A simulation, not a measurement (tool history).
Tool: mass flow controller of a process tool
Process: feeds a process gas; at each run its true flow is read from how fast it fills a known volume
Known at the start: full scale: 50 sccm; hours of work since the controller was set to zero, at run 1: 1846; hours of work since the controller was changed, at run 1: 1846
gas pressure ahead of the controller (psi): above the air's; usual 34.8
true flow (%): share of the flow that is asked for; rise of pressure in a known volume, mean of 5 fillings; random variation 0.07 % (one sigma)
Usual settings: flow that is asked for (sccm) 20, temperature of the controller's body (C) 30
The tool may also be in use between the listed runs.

run    hour  flow that is asked for (sccm)  gas pressure ahead of the controller (psi)  temperature of the controller's body (C)  hours of work since the controller was set to zero  hours of work since the controller was changed  true flow (%)
  1     0.0                             20                                        34.8                                        30                                                1846                                            1846          97.19
  2   101.2                             20                                        34.8                                        30                                                1909                                            1909          97.13
  3   205.2                             20                                        23.4                                        30                                                1973                                            1973          96.55
  4   316.3                             20                                        23.4                                        30                                                2043                                            2043          96.39
  5   408.2                             20                                        23.4                                        30                                                2100                                            2100          96.17
  6   519.6                             20                                        23.4                                        30                                                2169                                            2169          96.28
  7   566.3                             15                                        23.4                                        30                                                2198                                            2198          95.93
  8   631.2                             15                                        23.4                                        30                                                2239                                            2239          95.79
  9   708.5                             15                                        23.4                                        30                                                2287                                            2287          95.82
 10   761.9                             20                                        34.8                                        30                                                2320                                            2320          96.80
 11   815.4                             50                                        34.8                                        30                                                2353                                            2353          98.31
 12   877.9                             50                                        34.8                                        30                                                2392                                            2392          98.43
 13   972.4                             20                                        21.5                                        30                                                2451                                            2451          95.78
 14  1028.2                             20                                        34.8                                        30                                                2486                                            2486          96.52
     1037.2  -- controller's zero set anew
 15  1127.7                             20                                        34.8                                        30                                                  56                                            2547          95.96
 16  1182.3                             20                                        34.8                                        22                                                  90                                            2581          96.40
     1210.9  -- controller's zero set anew, once more
 17  1276.9                             20                                        34.8                                        20                                                  41                                            2640          97.61
 18  1342.2                             20                                        34.8                                        20                                                  82                                            2681          97.67
 19  1401.1                             20                                        29.7                                        30                                                 118                                            2717          96.74
 20  1477.7                             20                                        29.7                                        30                                                 166                                            2765          96.71
 21  1559.9                             20                                        29.7                                        30                                                 217                                            2816          96.64
 22  1645.1                             20                                        29.7                                        29                                                 270                                            2869          96.79
 23  1740.6                             20                                        34.8                                        30                                                 330                                            2929          96.90
 24  1789.5                             12                                        34.8                                        30                                                 360                                            2959          96.53
 25  1887.0                             12                                        34.8                                        30                                                 421                                            3020          96.42
 26  1947.8                             12                                        34.8                                        30                                                 459                                            3058          96.26
 27  2050.4                             33                                        40.0                                        37                                                 523                                            3121          97.11
 28  2155.6                             30                                        27.1                                        28                                                 588                                            3187          96.77
 29  2247.0                             24                                        31.2                                        20                                                 645                                            3244          96.99
 30  2295.5                             20                                        30.0                                        21                                                 675                                            3274          96.75
 31  2374.4                             20                                        28.0                                        33                                                 724                                            3323          96.07
 32  2478.2                             20                                        28.0                                        33                                                 789                                            3388          95.94
 33  2590.4                             20                                        28.0                                        33                                                 859                                            3458          95.96
 34  2704.7                             10                                        32.3                                        29                                                 930                                            3529          95.61
 35  2751.0                             17                                        20.3                                        27                                                 959                                            3558          95.50
 36  2836.9                             17                                        20.3                                        27                                                1012                                            3611          95.35
 37  2896.5                             14                                        37.3                                        30                                                1049                                            3648          95.89
 38  2999.0                             14                                        37.3                                        30                                                1113                                            3712          95.82
 39  3095.0                              5                                        26.8                                        24                                                1173                                            3772          94.42
 40  3152.2                              5                                        20.6                                        23                                                1209                                            3807          93.98
 41  3248.6                              5                                        20.6                                        23                                                1268                                            3867          93.81
 42  3361.5                              5                                        20.6                                        23                                                1339                                            3938          93.75
 43  3444.8                             20                                        25.5                                        23                                                1391                                            3989          95.73
 44  3516.3                              8                                        24.9                                        30                                                1435                                            4034          94.23
 45  3622.1                              6                                        31.9                                        23                                                1501                                            4100          94.40
 46  3735.6                              6                                        31.9                                        23                                                1572                                            4171          94.22
 47  3829.5                             20                                        34.8                                        24                                                1630                                            4229          95.94
 48  3913.8                             20                                        38.7                                        30                                                1683                                            4281          95.75

The same runs without the tool's hidden state, with the same run-to-run variation:
The hidden state here: flow at rest that the sensor doesn't see, % of full scale; true flow over the shown one, %; drift of the gauge itself on true_pct, %.
run  true flow (%)
  1          98.88
  2          98.88
  3          98.36
  4          98.28
  5          98.11
  6          98.29
  7          98.19
  8          98.10
  9          98.17
 10          98.95
 11         100.07
 12         100.22
 13          98.06
 14          98.83
 15          98.86
 16          99.33
 17          99.33
 18          99.43
 19          98.54
 20          98.55
 21          98.53
 22          98.73
 23          98.90
 24          98.65
 25          98.61
 26          98.49
 27          99.23
 28          98.96
 29          99.26
 30          99.09
 31          98.46
 32          98.40
 33          98.49
 34          98.49
 35          98.18
 36          98.08
 37          98.73
 38          98.74
 39          98.26
 40          97.89
 41          97.80
 42          97.88
 43          98.77
 44          97.92
 45          98.54
 46          98.47
 47          99.21
 48          99.06
